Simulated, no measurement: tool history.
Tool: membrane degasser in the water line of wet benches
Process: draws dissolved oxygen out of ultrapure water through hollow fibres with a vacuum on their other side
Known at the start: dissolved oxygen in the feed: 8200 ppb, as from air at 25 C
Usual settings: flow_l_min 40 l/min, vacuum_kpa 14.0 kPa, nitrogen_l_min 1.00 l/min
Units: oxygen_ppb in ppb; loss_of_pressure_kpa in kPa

| run | hour | flow_l_min | vacuum_kpa | nitrogen_l_min | oxygen_ppb | loss_of_pressure_kpa |
|---|---|---|---|---|---|---|
| 1 | 0.0 | 40 | 14.0 | 1.00 | 810.4 | 53.12 |
| 2 | 45.3 | 62 | 14.0 | 1.00 | 1107.2 | 81.94 |
| 3 | 92.0 | 36 | 14.0 | 1.00 | 751.1 | 47.92 |
| 4 | 135.9 | 36 | 14.0 | 1.00 | 755.6 | 47.73 |
| 5 | 185.5 | 36 | 14.0 | 1.00 | 751.5 | 47.99 |
| 6 | 233.6 | 36 | 14.0 | 1.00 | 751.5 | 47.58 |
| 7 | 266.8 | 36 | 14.0 | 1.00 | 752.4 | 47.79 |
| 8 | 308.6 | 26 | 14.0 | 1.00 | 580.0 | 34.45 |
| 9 | 330.5 | 45 | 14.0 | 1.00 | 893.2 | 59.60 |
| 10 | 355.0 | 45 | 14.0 | 1.00 | 894.3 | 59.81 |
| 11 | 398.2 | 40 | 14.0 | 1.00 | 816.7 | 52.94 |
| 12 | 439.4 | 40 | 17.3 | 1.00 | 1024.3 | 53.09 |
| 13 | 480.8 | 40 | 17.3 | 1.00 | 1030.0 | 53.45 |
| 14 | 518.7 | 40 | 14.0 | 1.00 | 816.4 | 53.05 |
| 15 | 564.9 | 40 | 14.0 | 1.00 | 818.3 | 52.93 |
| 16 | 592.4 | 40 | 14.0 | 1.00 | 813.3 | 53.06 |
|  | 595.8 | vacuum gauge calibrated |
| 17 | 640.2 | 57 | 14.0 | 1.86 | 673.4 | 75.71 |
| 18 | 664.2 | 37 | 9.5 | 1.09 | 444.4 | 48.91 |
| 19 | 700.2 | 37 | 9.5 | 1.09 | 445.8 | 49.00 |
| 20 | 747.2 | 26 | 14.0 | 0.48 | 1017.0 | 34.30 |
| 21 | 797.9 | 35 | 13.9 | 0.61 | 1045.3 | 46.33 |
| 22 | 837.0 | 47 | 14.0 | 2.12 | 520.1 | 62.49 |
|  | 862.0 | vacuum gauge calibrated, once more |
| 23 | 886.2 | 48 | 34.9 | 2.80 | 1090.2 | 63.65 |
| 24 | 930.0 | 27 | 17.2 | 1.00 | 749.3 | 35.65 |
| 25 | 977.2 | 32 | 34.6 | 1.04 | 1669.0 | 42.48 |
| 26 | 999.9 | 32 | 34.6 | 1.04 | 1678.1 | 42.37 |
| 27 | 1039.3 | 43 | 18.2 | 1.17 | 1014.7 | 57.12 |
| 28 | 1082.4 | 42 | 29.2 | 0.45 | 2872.1 | 55.70 |
| 29 | 1105.8 | 30 | 18.3 | 1.00 | 873.0 | 39.88 |
| 30 | 1144.9 | 40 | 14.0 | 1.48 | 593.8 | 53.23 |
| 31 | 1180.9 | 33 | 14.0 | 1.03 | 673.8 | 43.81 |

5 ways to go on from here, each from the tool as it stands after run 31. What would each give?
| A | 1231.6 | 33 | 20.9 | 1.03 | ? | ? |
| B | 1231.6 | 50 | 14.0 | 1.00 | ? | ? |
| C | 1231.6 | 27 | 22.0 | 1.00 | ? | ? |
| D | 1231.6 | 26 | 26.4 | 2.00 | ? | ? |
| E | 1231.6 | 33 | 14.0 | 0.95 | ? | ? |

| run | oxygen_ppb | loss_of_pressure_kpa |
|---|---|---|
| A | 1058.9 | 44.00 |
| B | 945.7 | 66.39 |
| C | 979.8 | 35.90 |
| D | 651.0 | 34.65 |
| E | 722.5 | 43.43 |
Without the tool's hidden state the same runs would have given:
| run | oxygen_ppb | loss_of_pressure_kpa |
|---|---|---|
| A | 1056.7 | 43.53 |
| B | 944.0 | 65.67 |
| C | 977.2 | 35.51 |
| D | 648.4 | 34.28 |
| E | 720.7 | 42.97 |

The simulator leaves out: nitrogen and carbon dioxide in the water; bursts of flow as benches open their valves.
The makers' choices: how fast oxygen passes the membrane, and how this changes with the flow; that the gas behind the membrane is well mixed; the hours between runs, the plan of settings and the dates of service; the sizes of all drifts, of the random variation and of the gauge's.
